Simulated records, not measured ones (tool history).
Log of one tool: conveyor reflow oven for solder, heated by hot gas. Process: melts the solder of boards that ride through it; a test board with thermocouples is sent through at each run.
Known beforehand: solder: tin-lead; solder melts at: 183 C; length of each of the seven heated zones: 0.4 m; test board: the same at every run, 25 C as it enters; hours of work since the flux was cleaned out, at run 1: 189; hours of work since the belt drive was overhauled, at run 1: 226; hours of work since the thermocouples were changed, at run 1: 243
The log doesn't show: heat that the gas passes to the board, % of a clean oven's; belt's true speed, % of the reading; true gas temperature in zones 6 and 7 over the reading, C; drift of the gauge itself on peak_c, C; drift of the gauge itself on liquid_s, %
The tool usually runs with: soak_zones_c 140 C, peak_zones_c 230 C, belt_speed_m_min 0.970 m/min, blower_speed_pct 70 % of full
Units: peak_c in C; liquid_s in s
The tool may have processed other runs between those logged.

| run | hour | soak_zones_c | peak_zones_c | belt_speed_m_min | blower_speed_pct | hours of work since the flux was cleaned out | hours of work since the belt drive was overhauled | hours of work since the thermocouples were changed | peak_c | liquid_s |
|---|---|---|---|---|---|---|---|---|---|---|
| 1 | 0.0 | 140 | 230 | 0.970 | 70 | 189 | 226 | 243 | 211.2 | 33.9 |
| 2 | 12.1 | 140 | 230 | 0.970 | 70 | 197 | 234 | 251 | 210.8 | 34.0 |
| 3 | 23.1 | 140 | 230 | 0.970 | 70 | 204 | 241 | 258 | 210.7 | 34.0 |
| 4 | 40.9 | 140 | 230 | 0.970 | 70 | 215 | 252 | 269 | 211.0 | 33.8 |
| 5 | 49.0 | 140 | 230 | 0.970 | 70 | 220 | 257 | 274 | 210.7 | 33.6 |
| 6 | 61.1 | 140 | 230 | 0.970 | 70 | 228 | 265 | 282 | 210.7 | 33.8 |
| 7 | 79.0 | 139 | 230 | 0.970 | 70 | 239 | 276 | 293 | 210.5 | 33.1 |
| 8 | 90.6 | 139 | 230 | 0.970 | 70 | 246 | 283 | 300 | 210.1 | 33.2 |
| 9 | 103.2 | 140 | 230 | 0.970 | 63 | 254 | 291 | 308 | 208.8 | 32.0 |
| 10 | 119.0 | 127 | 230 | 0.970 | 70 | 264 | 301 | 318 | 207.5 | 28.9 |
| 11 | 127.8 | 127 | 230 | 0.970 | 70 | 270 | 307 | 324 | 207.9 | 28.9 |
| 12 | 144.4 | 127 | 221 | 0.970 | 70 | 280 | 317 | 334 | 200.0 | 23.2 |
| 13 | 159.9 | 127 | 221 | 0.970 | 70 | 290 | 327 | 344 | 200.2 | 22.9 |
|  | 174.5 | flux residue cleaned out of gas plates and filters |
| 14 | 178.5 | 127 | 221 | 0.970 | 70 | 3 | 336 | 352 | 202.7 | 25.6 |
| 15 | 194.9 | 127 | 221 | 0.970 | 70 | 13 | 346 | 363 | 202.3 | 25.3 |
| 16 | 214.1 | 127 | 221 | 0.970 | 70 | 25 | 358 | 375 | 202.5 | 25.2 |
| 17 | 230.3 | 147 | 220 | 1.054 | 71 | 35 | 368 | 385 | 202.8 | 27.8 |
| 18 | 247.0 | 141 | 220 | 0.793 | 56 | 46 | 379 | 396 | 205.9 | 39.3 |
| 19 | 264.9 | 142 | 220 | 1.074 | 56 | 57 | 390 | 407 | 197.2 | 20.5 |
| 20 | 275.3 | 140 | 230 | 0.970 | 80 | 64 | 397 | 413 | 213.6 | 36.2 |
| 21 | 295.2 | 140 | 221 | 0.970 | 70 | 76 | 409 | 426 | 204.3 | 29.5 |
| 22 | 312.8 | 131 | 244 | 0.881 | 70 | 87 | 420 | 437 | 225.2 | 43.5 |
| 23 | 324.9 | 128 | 230 | 1.046 | 70 | 95 | 428 | 445 | 206.4 | 25.8 |
| 24 | 337.2 | 128 | 230 | 1.046 | 70 | 103 | 436 | 452 | 206.3 | 25.8 |
| 25 | 353.0 | 128 | 230 | 1.046 | 70 | 113 | 446 | 462 | 206.4 | 25.9 |
| 26 | 362.3 | 154 | 229 | 0.856 | 82 | 118 | 451 | 468 | 218.0 | 48.2 |
| 27 | 380.2 | 140 | 230 | 0.833 | 70 | 130 | 463 | 480 | 215.3 | 43.5 |
| 28 | 394.3 | 136 | 230 | 0.966 | 61 | 139 | 472 | 488 | 208.0 | 30.9 |
| 29 | 408.8 | 149 | 230 | 0.967 | 70 | 148 | 481 | 498 | 213.0 | 37.6 |
| 30 | 420.7 | 149 | 230 | 0.967 | 70 | 155 | 488 | 505 | 212.8 | 37.8 |
| 31 | 434.6 | 154 | 241 | 1.045 | 70 | 164 | 497 | 514 | 220.3 | 39.5 |
| 32 | 449.7 | 132 | 244 | 1.045 | 73 | 173 | 506 | 523 | 218.7 | 33.4 |

Results for each run, recomputed without the tool's hidden state and with each run's random variation untouched:
| run | peak_c | liquid_s |
|---|---|---|
| 1 | 213.4 | 35.4 |
| 2 | 213.1 | 35.5 |
| 3 | 213.1 | 35.5 |
| 4 | 213.5 | 35.5 |
| 5 | 213.3 | 35.2 |
| 6 | 213.4 | 35.5 |
| 7 | 213.3 | 35.0 |
| 8 | 213.0 | 35.1 |
| 9 | 211.7 | 34.0 |
| 10 | 210.9 | 31.3 |
| 11 | 211.4 | 31.4 |
| 12 | 203.4 | 26.4 |
| 13 | 203.7 | 26.3 |
| 14 | 203.7 | 26.2 |
| 15 | 203.4 | 26.0 |
| 16 | 203.7 | 26.1 |
| 17 | 204.0 | 28.6 |
| 18 | 207.1 | 40.1 |
| 19 | 198.6 | 21.7 |
| 20 | 215.3 | 36.9 |
| 21 | 206.0 | 30.7 |
| 22 | 227.2 | 44.1 |
| 23 | 208.6 | 27.1 |
| 24 | 208.6 | 27.2 |
| 25 | 208.9 | 27.4 |
| 26 | 220.0 | 48.7 |
| 27 | 217.6 | 44.6 |
| 28 | 210.4 | 32.4 |
| 29 | 215.4 | 38.7 |
| 30 | 215.3 | 39.0 |
| 31 | 223.1 | 40.4 |
| 32 | 222.1 | 34.8 |
